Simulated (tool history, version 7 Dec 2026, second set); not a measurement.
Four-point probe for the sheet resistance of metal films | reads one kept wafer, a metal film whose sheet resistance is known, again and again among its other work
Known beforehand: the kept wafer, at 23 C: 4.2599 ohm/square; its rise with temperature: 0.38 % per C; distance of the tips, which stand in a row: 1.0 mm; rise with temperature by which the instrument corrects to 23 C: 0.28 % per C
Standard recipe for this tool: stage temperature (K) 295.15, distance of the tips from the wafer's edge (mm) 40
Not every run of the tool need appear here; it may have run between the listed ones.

| run | hour | stage temperature (K) | distance of the tips from the wafer's edge (mm) | sheet resistance as the instrument gives it (ohm/square) |
|---|---|---|---|---|
| 1 | 0 | 295.15 | 40 | 4.255231 |
| 2 | 97.7 | 295.15 | 40 | 4.255002 |
| 3 | 140.6 | 295.15 | 40 | 4.254939 |
| 4 | 207.8 | 303.15 | 40 | 4.288154 |
| 5 | 290.8 | 303.15 | 40 | 4.288543 |
| 6 | 352.4 | 303.15 | 40 | 4.28761 |
| 7 | 397.4 | 297.15 | 40 | 4.265432 |
| 8 | 471.6 | 297.15 | 40 | 4.26557 |
| 9 | 556.9 | 296.15 | 40 | 4.261172 |
| 10 | 602 | 296.15 | 40 | 4.262599 |
|  | 608.4 | stage's thermometer calibrated |
| 11 | 690 | 296.15 | 40 | 4.25964 |
| 12 | 788.4 | 295.15 | 40 | 4.258247 |
| 13 | 847.8 | 295.15 | 40 | 4.257913 |
| 14 | 931 | 295.15 | 22 | 4.263596 |
|  | 971.1 | stage's thermometer calibrated, once more |
| 15 | 1026.7 | 300.15 | 22 | 4.28725 |
| 16 | 1115.6 | 303.15 | 8 | 4.330998 |
| 17 | 1198.6 | 303.15 | 8 | 4.332903 |
| 18 | 1265.5 | 293.15 | 15 | 4.267254 |
| 19 | 1362.3 | 293.15 | 15 | 4.268591 |
| 20 | 1445.9 | 293.15 | 64 | 4.259688 |

Run 21 is up next; what results do you expect?
| 21 | 1518 | 307.15 | 4 | ? |

{"run 21": {"sheet resistance as the instrument gives it (ohm/square)": 4.453399}}
With the hidden condition absent and the run-to-run variation left alone, this run would have shown sheet resistance as the instrument gives it (ohm/square) 4.441964.
